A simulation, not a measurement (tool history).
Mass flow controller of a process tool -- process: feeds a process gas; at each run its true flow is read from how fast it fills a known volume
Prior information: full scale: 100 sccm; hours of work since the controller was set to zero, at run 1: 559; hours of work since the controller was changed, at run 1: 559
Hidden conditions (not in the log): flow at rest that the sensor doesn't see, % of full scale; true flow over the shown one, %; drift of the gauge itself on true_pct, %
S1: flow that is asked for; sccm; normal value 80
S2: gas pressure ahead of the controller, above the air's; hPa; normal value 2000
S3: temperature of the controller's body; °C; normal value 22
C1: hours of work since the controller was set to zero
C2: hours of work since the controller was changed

{"run": 1, "hour": 0.0, "S1": 80, "S2": 2000, "S3": 22, "C1": 559, "C2": 559, "true flow (%)": 99.79}
{"run": 2, "hour": 78.4, "S1": 80, "S2": 2000, "S3": 22, "C1": 590, "C2": 590, "true flow (%)": 99.68}
{"run": 3, "hour": 178.0, "S1": 80, "S2": 2000, "S3": 22, "C1": 630, "C2": 630, "true flow (%)": 99.7}
{"run": 4, "hour": 245.9, "S1": 80, "S2": 2000, "S3": 22, "C1": 658, "C2": 658, "true flow (%)": 99.75}
{"run": 5, "hour": 339.8, "S1": 80, "S2": 2000, "S3": 22, "C1": 696, "C2": 696, "true flow (%)": 99.74}
{"run": 6, "hour": 417.9, "S1": 80, "S2": 2000, "S3": 22, "C1": 727, "C2": 727, "true flow (%)": 99.71}
{"run": 7, "hour": 506.8, "S1": 80, "S2": 2000, "S3": 22, "C1": 763, "C2": 763, "true flow (%)": 99.61}
{"run": 8, "hour": 575.2, "S1": 80, "S2": 2000, "S3": 22, "C1": 791, "C2": 791, "true flow (%)": 99.65}
{"run": 9, "hour": 634.3, "S1": 80, "S2": 2160, "S3": 22, "C1": 814, "C2": 814, "true flow (%)": 99.73}
{"run": 10, "hour": 689.5, "S1": 48, "S2": 2710, "S3": 23, "C1": 837, "C2": 837, "true flow (%)": 99.74}
{"run": 11, "hour": 752.3, "S1": 48, "S2": 2710, "S3": 23, "C1": 862, "C2": 862, "true flow (%)": 99.87}
{"run": 12, "hour": 809.2, "S1": 80, "S2": 1400, "S3": 22, "C1": 885, "C2": 885, "true flow (%)": 99.24}
{"run": 13, "hour": 899.5, "S1": 80, "S2": 1400, "S3": 22, "C1": 921, "C2": 921, "true flow (%)": 99.25}
{"run": 14, "hour": 947.8, "S1": 36, "S2": 1910, "S3": 25, "C1": 941, "C2": 941, "true flow (%)": 99.41}
{"run": 15, "hour": 998.4, "S1": 21, "S2": 1550, "S3": 38, "C1": 961, "C2": 961, "true flow (%)": 99.75}
{"run": 16, "hour": 1098.3, "S1": 42, "S2": 1550, "S3": 38, "C1": 1002, "C2": 1002, "true flow (%)": 99.88}
{"run": 17, "hour": 1167.0, "S1": 42, "S2": 1440, "S3": 33, "C1": 1029, "C2": 1029, "true flow (%)": 99.67}
{"run": 18, "hour": 1253.4, "S1": 35, "S2": 1850, "S3": 22, "C1": 1064, "C2": 1064, "true flow (%)": 99.15}

Each run again, without the hidden state but with its own random variation kept:
run=1 true_flow_(%)=99.79
run=2 true_flow_(%)=99.7
run=3 true_flow_(%)=99.74
run=4 true_flow_(%)=99.81
run=5 true_flow_(%)=99.82
run=6 true_flow_(%)=99.81
run=7 true_flow_(%)=99.73
run=8 true_flow_(%)=99.79
run=9 true_flow_(%)=99.88
run=10 true_flow_(%)=99.91
run=11 true_flow_(%)=100.06
run=12 true_flow_(%)=99.44
run=13 true_flow_(%)=99.47
run=14 true_flow_(%)=99.64
run=15 true_flow_(%)=100
run=16 true_flow_(%)=100.15
run=17 true_flow_(%)=99.96
run=18 true_flow_(%)=99.46

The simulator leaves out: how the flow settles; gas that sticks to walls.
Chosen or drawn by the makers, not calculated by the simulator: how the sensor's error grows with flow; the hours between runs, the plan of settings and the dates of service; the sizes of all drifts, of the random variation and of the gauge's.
